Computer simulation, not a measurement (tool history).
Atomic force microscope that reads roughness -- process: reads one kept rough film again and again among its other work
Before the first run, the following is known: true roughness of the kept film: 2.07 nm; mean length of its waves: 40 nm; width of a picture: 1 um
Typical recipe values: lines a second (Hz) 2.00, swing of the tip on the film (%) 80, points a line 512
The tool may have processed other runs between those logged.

run   hour  lines a second (Hz)  swing of the tip on the film (%)  points a line  roughness of the kept film (nm (root mean square))
  1    0.0                 2.00                                80            512                                               1.834
  2   21.7                 2.00                                61            512                                               1.867
  3   36.0                 2.00                                61            512                                               1.856
      45.3  -- new tip fitted
  4   56.2                 2.00                                61            424                                               1.939
  5   67.8                 2.00                                61            424                                               1.932
  6   77.7                 2.00                                61            424                                               1.900
      80.5  -- height scale calibrated on a step standard
  7   89.3                 2.00                                61            424                                               1.875
  8  104.3                 2.00                                80            512                                               1.770
  9  114.1                 2.00                                80            512                                               1.757
     115.9  -- new tip fitted
     121.5  -- height scale calibrated on a step standard, once more
 10  136.1                 2.00                                57            360                                               1.930
 11  154.1                 2.00                                57            360                                               1.899
 12  174.1                 2.00                                57            360                                               1.832
     186.5  -- new tip fitted
 13  190.2                 2.80                                80            512                                               1.830
 14  205.0                 2.80                                80            512                                               1.794
 15  219.2                 2.80                                86            512                                               1.724
 16  233.3                 2.80                                78            314                                               1.754

Selected run-to-run steps in roughness of the kept film (nm (root mean square)), each split into two signed amounts: the part the tool would show with no hidden state at all (from settings, incoming material and random variation), and the remainder, which goes to the hidden state together with any gauge scatter not common to the measured and the hidden-state-free results:
Hidden state at play: radius of the tip, nm; height scale over the true one, %; drift of the gauge itself on roughness_nm, %.
Run 9 -> 10: swing of the tip on the film (%) 80 -> 57, points a line 512 -> 360, new tip fitted, height scale calibrated on a step standard, once more. roughness of the kept film (nm (root mean square)) +0.173: hidden state +0.083, all else +0.090.
Run 12 -> 13: lines a second (Hz) 2.00 -> 2.80, swing of the tip on the film (%) 57 -> 80, points a line 360 -> 512, new tip fitted. roughness of the kept film (nm (root mean square)) -0.002: hidden state +0.116, all else -0.118.

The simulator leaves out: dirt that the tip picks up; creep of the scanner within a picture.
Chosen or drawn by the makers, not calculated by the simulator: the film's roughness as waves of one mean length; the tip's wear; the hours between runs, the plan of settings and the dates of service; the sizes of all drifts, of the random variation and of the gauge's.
